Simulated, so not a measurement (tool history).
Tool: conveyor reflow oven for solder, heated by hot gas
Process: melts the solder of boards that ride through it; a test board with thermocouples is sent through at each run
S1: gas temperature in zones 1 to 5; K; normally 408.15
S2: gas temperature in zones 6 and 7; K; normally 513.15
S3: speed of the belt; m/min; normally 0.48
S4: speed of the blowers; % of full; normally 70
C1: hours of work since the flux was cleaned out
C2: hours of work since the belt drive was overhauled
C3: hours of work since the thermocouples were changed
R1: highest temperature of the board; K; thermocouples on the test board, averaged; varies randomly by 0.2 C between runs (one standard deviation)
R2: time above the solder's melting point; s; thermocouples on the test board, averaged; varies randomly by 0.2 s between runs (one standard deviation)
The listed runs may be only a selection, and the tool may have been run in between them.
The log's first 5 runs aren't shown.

{"day": 2.308, "done": "flux residue cleaned out of gas plates and filters"}
{"run": 6, "day": 2.438, "S1": 408.15, "S2": 511.15, "S3": 0.48, "S4": 70, "C1": 2, "C2": 254, "C3": 423, "R1": 490.95, "R2": 64.6}
{"run": 7, "day": 2.817, "S1": 408.15, "S2": 513.15, "S3": 0.48, "S4": 86, "C1": 8, "C2": 260, "C3": 429, "R1": 496.05, "R2": 69.2}
{"run": 8, "day": 3.317, "S1": 408.15, "S2": 513.15, "S3": 0.48, "S4": 84, "C1": 15, "C2": 267, "C3": 437, "R1": 495.85, "R2": 68.4}
{"run": 9, "day": 3.696, "S1": 408.15, "S2": 513.15, "S3": 0.48, "S4": 84, "C1": 21, "C2": 273, "C3": 442, "R1": 495.55, "R2": 68.7}
{"run": 10, "day": 3.983, "S1": 408.15, "S2": 513.15, "S3": 0.48, "S4": 84, "C1": 25, "C2": 277, "C3": 447, "R1": 495.35, "R2": 68.7}
{"run": 11, "day": 4.625, "S1": 396.15, "S2": 513.15, "S3": 0.48, "S4": 84, "C1": 35, "C2": 287, "C3": 456, "R1": 493.15, "R2": 62.7}
{"run": 12, "day": 5.25, "S1": 396.15, "S2": 513.15, "S3": 0.48, "S4": 84, "C1": 44, "C2": 296, "C3": 466, "R1": 493.05, "R2": 62.7}
{"run": 13, "day": 5.829, "S1": 396.15, "S2": 513.15, "S3": 0.48, "S4": 84, "C1": 53, "C2": 305, "C3": 474, "R1": 493.45, "R2": 62.8}
{"run": 14, "day": 6.212, "S1": 396.15, "S2": 513.15, "S3": 0.48, "S4": 70, "C1": 59, "C2": 311, "C3": 480, "R1": 490.75, "R2": 59.9}
{"run": 15, "day": 6.579, "S1": 396.15, "S2": 513.15, "S3": 0.48, "S4": 70, "C1": 64, "C2": 316, "C3": 486, "R1": 490.95, "R2": 59.9}
{"run": 16, "day": 7.112, "S1": 408.15, "S2": 506.15, "S3": 0.4, "S4": 56, "C1": 72, "C2": 324, "C3": 494, "R1": 490.75, "R2": 77.6}
{"run": 17, "day": 7.488, "S1": 398.15, "S2": 508.15, "S3": 0.477, "S4": 80, "C1": 78, "C2": 330, "C3": 499, "R1": 488.95, "R2": 59.8}
{"run": 18, "day": 8.071, "S1": 396.15, "S2": 513.15, "S3": 0.441, "S4": 70, "C1": 87, "C2": 338, "C3": 508, "R1": 493.95, "R2": 68.6}
{"run": 19, "day": 8.6, "S1": 396.15, "S2": 513.15, "S3": 0.441, "S4": 70, "C1": 95, "C2": 346, "C3": 516, "R1": 494.05, "R2": 69}
{"run": 20, "day": 9.004, "S1": 419.15, "S2": 513.15, "S3": 0.54, "S4": 54, "C1": 101, "C2": 353, "C3": 522, "R1": 487.45, "R2": 56.9}
{"run": 21, "day": 9.604, "S1": 419.15, "S2": 513.15, "S3": 0.54, "S4": 54, "C1": 110, "C2": 362, "C3": 531, "R1": 487.25, "R2": 57.2}
{"run": 22, "day": 10.125, "S1": 414.15, "S2": 516.15, "S3": 0.564, "S4": 81, "C1": 117, "C2": 369, "C3": 539, "R1": 492.85, "R2": 57.5}
{"run": 23, "day": 10.408, "S1": 411.15, "S2": 521.15, "S3": 0.523, "S4": 62, "C1": 122, "C2": 374, "C3": 543, "R1": 495.25, "R2": 62.7}
{"run": 24, "day": 10.896, "S1": 420.15, "S2": 521.15, "S3": 0.523, "S4": 83, "C1": 129, "C2": 381, "C3": 550, "R1": 501.55, "R2": 70.9}
{"day": 11.35, "done": "thermocouples of zones 6 and 7 changed"}
{"run": 25, "day": 11.55, "S1": 417.15, "S2": 521.15, "S3": 0.523, "S4": 90, "C1": 138, "C2": 389, "C3": 3, "R1": 502.15, "R2": 70.2}
{"run": 26, "day": 11.996, "S1": 417.15, "S2": 521.15, "S3": 0.523, "S4": 59, "C1": 144, "C2": 396, "C3": 10, "R1": 495.95, "R2": 65.4}
{"run": 27, "day": 12.258, "S1": 408.15, "S2": 507.15, "S3": 0.549, "S4": 70, "C1": 148, "C2": 400, "C3": 14, "R1": 482.65, "R2": 48.2}
{"run": 28, "day": 12.725, "S1": 408.15, "S2": 505.15, "S3": 0.546, "S4": 70, "C1": 155, "C2": 407, "C3": 21, "R1": 481.45, "R2": 47.2}
{"run": 29, "day": 13.204, "S1": 408.15, "S2": 505.15, "S3": 0.546, "S4": 70, "C1": 162, "C2": 414, "C3": 28, "R1": 481.65, "R2": 46.9}
{"run": 30, "day": 13.521, "S1": 408.15, "S2": 503.15, "S3": 0.391, "S4": 70, "C1": 167, "C2": 419, "C3": 33, "R1": 490.85, "R2": 80.3}

Each row is a separate what-if for the run after 30, all from the same tool condition, not one after another. Results?
{"run": "A", "day": 14.029, "S1": 405.15, "S2": 513.15, "S3": 0.48, "S4": 70, "C1": 175, "C2": 427, "C3": 40, "R1": "?", "R2": "?"}
{"run": "B", "day": 14.029, "S1": 396.15, "S2": 504.15, "S3": 0.442, "S4": 70, "C1": 175, "C2": 427, "C3": 40, "R1": "?", "R2": "?"}
{"run": "C", "day": 14.029, "S1": 408.15, "S2": 503.15, "S3": 0.381, "S4": 70, "C1": 175, "C2": 427, "C3": 40, "R1": "?", "R2": "?"}

run=A R1=492.55 R2=64.7
run=B R1=486.15 R2=61.1
run=C R1=491.65 R2=83.9
The same runs, with their run-to-run variation unchanged, on a tool lacking any hidden condition would have given:
run=A R1=492.65 R2=64.7
run=B R1=486.25 R2=61.2
run=C R1=491.65 R2=83.9
